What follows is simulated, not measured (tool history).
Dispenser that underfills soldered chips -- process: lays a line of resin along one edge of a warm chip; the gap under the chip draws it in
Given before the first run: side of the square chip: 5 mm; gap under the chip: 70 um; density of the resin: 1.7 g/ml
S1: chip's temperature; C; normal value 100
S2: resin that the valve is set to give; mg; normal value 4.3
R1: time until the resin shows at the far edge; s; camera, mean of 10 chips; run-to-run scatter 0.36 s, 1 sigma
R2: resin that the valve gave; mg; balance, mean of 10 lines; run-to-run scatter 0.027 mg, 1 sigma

Run 1, hour 0: usual settings. Result: R1 21.4 s, R2 4.23 mg.
At hour 10.4: new syringe of resin.
Run 2, hour 11: usual settings. Result: R1 20.6 s, R2 4.21 mg.
Run 3, hour 16.2: usual settings. Result: R1 26 s, R2 4.19 mg.
At hour 22.5: new syringe of resin.
Run 4, hour 26.2: usual settings. Result: R1 23.3 s, R2 4.2 mg.
At hour 34.2: new syringe of resin.
Run 5, hour 38.1: usual settings. Result: R1 23.6 s, R2 4.15 mg.
At hour 46.5: new syringe of resin.
Run 6, hour 50.3: usual settings but S2 4.23 mg. Result: R1 24.2 s, R2 4.06 mg.
At hour 58.4: new syringe of resin.
Run 7, hour 62.3: usual settings but S2 4.23 mg. Result: R1 23.7 s, R2 4.02 mg.
At hour 70.1: new syringe of resin.
Run 8, hour 72.6: usual settings but S2 4.23 mg. Result: R1 22.2 s, R2 4.08 mg.
At hour 81.8: new syringe of resin.
Run 9, hour 81.8: usual settings but S2 4.23 mg. Result: R1 20.4 s, R2 4.03 mg.
Run 10, hour 88.2: usual settings but S2 5.58 mg. Result: R1 25.1 s, R2 5.23 mg.
At hour 93.6: new syringe of resin.
Run 11, hour 99.1: usual settings but S1 91 C, S2 5.58 mg. Result: R1 31.3 s, R2 5.21 mg.
At hour 105.8: new syringe of resin.
Run 12, hour 106.1: usual settings but S1 91 C, S2 5.58 mg. Result: R1 26.7 s, R2 5.24 mg.
Run 13, hour 116: usual settings but S2 3.95 mg. Result: R1 32 s, R2 3.66 mg.
At hour 117.4: new syringe of resin.
Run 14, hour 121.3: usual settings but S2 3.95 mg. Result: R1 24 s, R2 3.63 mg.
Run 15, hour 128.3: usual settings but S2 3.95 mg. Result: R1 32.3 s, R2 3.61 mg.
At hour 129.3: new syringe of resin.
At hour 132.3: dispensing valve cleaned and set on the balance.
Run 16, hour 137.1: usual settings but S2 4.65 mg. Result: R1 26.2 s, R2 4.65 mg.
At hour 141.9: new syringe of resin.
Run 17, hour 146.5: usual settings but S2 4.65 mg. Result: R1 23.4 s, R2 4.66 mg.
At hour 153.5: new syringe of resin.
Run 18, hour 154.1: usual settings but S1 90 C, S2 3.87 mg. Result: R1 30 s, R2 3.85 mg.
Run 19, hour 163.1: usual settings but S1 110 C, S2 4.78 mg. Result: R1 21.8 s, R2 4.71 mg.
At hour 164.9: new syringe of resin.
Run 20, hour 171.8: usual settings but S1 114 C. Result: R1 17.2 s, R2 4.26 mg.
At hour 176.9: new syringe of resin.
Run 21, hour 182.1: usual settings but S1 114 C. Result: R1 16.7 s, R2 4.2 mg.
Run 22, hour 187.4: usual settings but S1 105 C, S2 4.26 mg. Result: R1 28.3 s, R2 4.15 mg.
At hour 188.9: new syringe of resin.
Run 23, hour 198.5: usual settings but S1 96 C, S2 5.54 mg. Result: R1 33.2 s, R2 5.36 mg.
At hour 200.6: new syringe of resin.
Run 24, hour 206.4: usual settings but S1 96 C, S2 5.54 mg. Result: R1 27.9 s, R2 5.41 mg.
At hour 212.6: new syringe of resin.
Run 25, hour 218.3: usual settings but S1 96 C, S2 5.54 mg. Result: R1 28.2 s, R2 5.34 mg.
At hour 224: new syringe of resin.
Run 26, hour 227: usual settings but S1 104 C, S2 5.38 mg. Result: R1 19.3 s, R2 5.16 mg.
Run 27, hour 233.7: usual settings but S1 104 C, S2 5.38 mg. Result: R1 25.2 s, R2 5.11 mg.
At hour 235.9: new syringe of resin.
Run 28, hour 243.4: usual settings but S1 106 C, S2 5.12 mg. Result: R1 22.2 s, R2 4.86 mg.
At hour 248.2: new syringe of resin.
Run 29, hour 255.1: usual settings but S1 89 C, S2 3.78 mg. Result: R1 40.2 s, R2 3.56 mg.
At hour 260: new syringe of resin.
Run 30, hour 262.4: usual settings but S1 90 C, S2 5.53 mg. Result: R1 30.2 s, R2 5.18 mg.

What if the next run were any one of these 4? Each begins from the tool's condition after run 30:
At hour 271.8: new syringe of resin.
Run A, hour 274.6: usual settings but S1 94 C, S2 3.88 mg. Result: R1 ?, R2 ?.
At hour 271.8: new syringe of resin.
Run B, hour 274.6: usual settings but S1 113 C, S2 3.75 mg. Result: R1 ?, R2 ?.
At hour 271.8: new syringe of resin.
Run C, hour 274.6: usual settings but S1 105 C, S2 5.53 mg. Result: R1 ?, R2 ?.
At hour 271.8: new syringe of resin.
Run D, hour 274.6: usual settings but S2 5.53 mg. Result: R1 ?, R2 ?.

run    R1    R2
  A  29.8  3.58
  B  16.6  3.53
  C  19.3  5.12
  D  22.6  5.17
Stripped of hidden state, with their random variation kept, the same runs would have yielded:
run    R1    R2
  A  25.2  3.85
  B    14  3.78
  C  16.6  5.49
  D  19.5  5.54
